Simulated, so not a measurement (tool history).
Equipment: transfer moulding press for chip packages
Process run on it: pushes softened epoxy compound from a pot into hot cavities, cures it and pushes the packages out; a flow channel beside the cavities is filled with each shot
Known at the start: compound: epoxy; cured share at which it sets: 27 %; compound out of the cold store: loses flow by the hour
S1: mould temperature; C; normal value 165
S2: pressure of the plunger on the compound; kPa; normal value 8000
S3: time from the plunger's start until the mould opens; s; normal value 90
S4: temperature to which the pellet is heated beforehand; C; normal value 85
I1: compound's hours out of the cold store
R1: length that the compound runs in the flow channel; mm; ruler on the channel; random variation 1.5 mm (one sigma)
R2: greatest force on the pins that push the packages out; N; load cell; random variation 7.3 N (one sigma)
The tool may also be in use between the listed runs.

run     day   S1    S2   S3  S4    I1   R1   R2
  1       0  165  8000   90  85    16  783  527
      0.221  -- cavities cleaned with cleaning compound and waxed
  2   0.533  165  8000   90  85  12.3  796  592
  3   1.025  165  8000   90  85  45.1  704  627
  4   1.621  166  8000   90  85  33.7  729  614
      2.071  -- cavities cleaned with cleaning compound and waxed
  5   2.262  165  8000   90  85  13.9  776  345
  6   2.683  165  8000   90  85  21.3  757  419
  7   3.146  165  8000   90  85  20.5  757  469
      3.567  -- cavities cleaned with cleaning compound and waxed, once more
  8   3.779  165  8000   90  85  18.1  761  365
  9   4.346  165  8000   90  85  17.6  759  434
      4.862  -- plunger's sealing rings changed
 10   5.108  165  8000  128  85  34.9  747  478
      5.546  -- cavities cleaned with cleaning compound and waxed
 11   5.617  165  8000  128  85  47.7  714  291
 12   6.042  165  8000  128  85  34.5  746  368
 13   6.508  165  8000  128  85  22.5  774  414
 14   7.092  165  8000  128  85  38.2  733  481
      7.425  -- cavities cleaned with cleaning compound and waxed
 15   7.442  165  8610  128  85  15.4  820  282
 16   8.075  165  6070  124  80  30.7  652  389
 17   8.388  165  6070  124  80  47.5  613  426
 18   9.046  165  6070  124  80  15.7  683  487
      9.283  -- cavities cleaned with cleaning compound and waxed
 19   9.629  165  6470   85  80  34.2  658  401
 20  10.092  165  6470   85  80    33  658  479
 21  10.767  165  8820   85  84  10.2  829  555
     11.167  -- cavities cleaned with cleaning compound and waxed
 22  11.458  162  9940   87  90  16.1  866  429
 23  12.033  162  9940   87  90  41.4  792  509
 24  12.467  173  7240  113  90  18.1  709  446
     13.012  -- cavities cleaned with cleaning compound and waxed
 25  13.046  173  7240  113  90  46.8  641  295
 26  13.321  173  7240  113  90    25  689  338
     13.675  -- plunger's sealing rings changed
 27  13.967  165  9550   90  80  39.6  806  444
 28  14.321  168  9380  110  78  22.9  837  443

Branching from run 28: 3 alternative next runs. What would each branch give?
  A  14.729  165  7060   76  90  36.2   ?   ?
  B  14.729  166  7040  110  93  41.8   ?   ?
  C  14.729  157  9380  110  78    22   ?   ?

run   R1   R2
  A  700  615
  B  681  473
  C  864  560
Take away the tool's hidden state, keep each run's random variation, and the runs would have read:
run   R1   R2
  A  704  348
  B  684  276
  C  868  320

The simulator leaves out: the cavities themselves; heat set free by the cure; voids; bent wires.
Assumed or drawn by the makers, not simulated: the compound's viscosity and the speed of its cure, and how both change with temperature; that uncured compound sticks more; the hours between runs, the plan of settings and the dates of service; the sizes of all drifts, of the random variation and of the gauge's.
